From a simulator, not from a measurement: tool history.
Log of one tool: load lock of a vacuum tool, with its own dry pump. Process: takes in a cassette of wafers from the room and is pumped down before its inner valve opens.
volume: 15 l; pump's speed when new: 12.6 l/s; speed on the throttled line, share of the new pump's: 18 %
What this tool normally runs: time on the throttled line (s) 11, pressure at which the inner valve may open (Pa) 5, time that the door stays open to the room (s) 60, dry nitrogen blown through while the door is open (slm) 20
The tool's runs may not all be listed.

run	day	time on the throttled line (s)	pressure at which the inner valve may open (Pa)	time that the door stays open to the room (s)	dry nitrogen blown through while the door is open (slm)	incoming humidity of the room's air, %	time from the closed door until the inner valve may open (s)	rise of the pressure with all valves shut (Pa/min)
1	0.000	11	5	60	20	42.2	21.2	0.041
2	3.392	11	5	60	6	44.9	20.6	0.054
3	6.675	11	5	60	10	48.2	21.2	0.056
4	9.596	11	5	60	20	43.9	21.5	0.039
5	13.338	11	5	60	20	47.5	21.3	0.046
6	15.117	11	5	60	20	47.9	21.3	0.046
7	16.988	11	5	60	32	41.3	20.9	0.027
8	21.042	11	5	60	32	47.9	20.8	0.036
9	24.329	11	5	60	32	44.4	20.6	0.025
10	27.546	11	5	60	32	48.4	20.7	0.034
11	30.950	11	5	60	32	44.1	21.0	0.033
12	34.350	11	5	60	32	43.0	20.8	0.027
13	38.671	11	5	60	20	48.2	20.4	0.045
14	40.700	11	5	60	20	44.5	21.0	0.044
15	44.971	11	5	60	20	45.2	20.9	0.040
16	47.612	11	5	60	20	43.2	20.3	0.036
17	52.008	6	5	60	20	43.3	16.9	0.039
18	56.046	6	5	60	20	44.0	16.5	0.036
19	58.704	6	5	60	20	46.4	16.4	0.038
20	61.883	11	4	60	23	47.1	21.7	0.036
21	64.992	7	8	60	8	45.9	17.1	0.058
22	69.350	7	8	60	8	46.5	17.4	0.060
23	72.625	7	8	60	8	47.0	17.3	0.055
24	75.688	8	5	40	20	46.7	18.2	0.035
25	78.112	14	7	40	20	43.9	23.4	0.037
26	80.771	11	9	93	20	43.4	20.7	0.049
27	82.717	11	9	93	20	42.8	20.6	0.042
28	86.258	11	4	60	20	44.8	21.5	0.040
29	90.200	11	6	40	20	42.6	20.8	0.033
30	93.196	11	6	40	20	44.6	20.9	0.035
31	95.208	11	6	40	20	47.4	20.9	0.037

What does the tool deliver on the next run?
32	98.792	11	6	40	20	43.7	?	?

{"run 32": {"time from the closed door until the inner valve may open (s)": 21.3, "rise of the pressure with all valves shut (Pa/min)": 0.037}}
Without the tool's hidden state the same run would have given time from the closed door until the inner valve may open (s) 21.3, rise of the pressure with all valves shut (Pa/min) 0.037.

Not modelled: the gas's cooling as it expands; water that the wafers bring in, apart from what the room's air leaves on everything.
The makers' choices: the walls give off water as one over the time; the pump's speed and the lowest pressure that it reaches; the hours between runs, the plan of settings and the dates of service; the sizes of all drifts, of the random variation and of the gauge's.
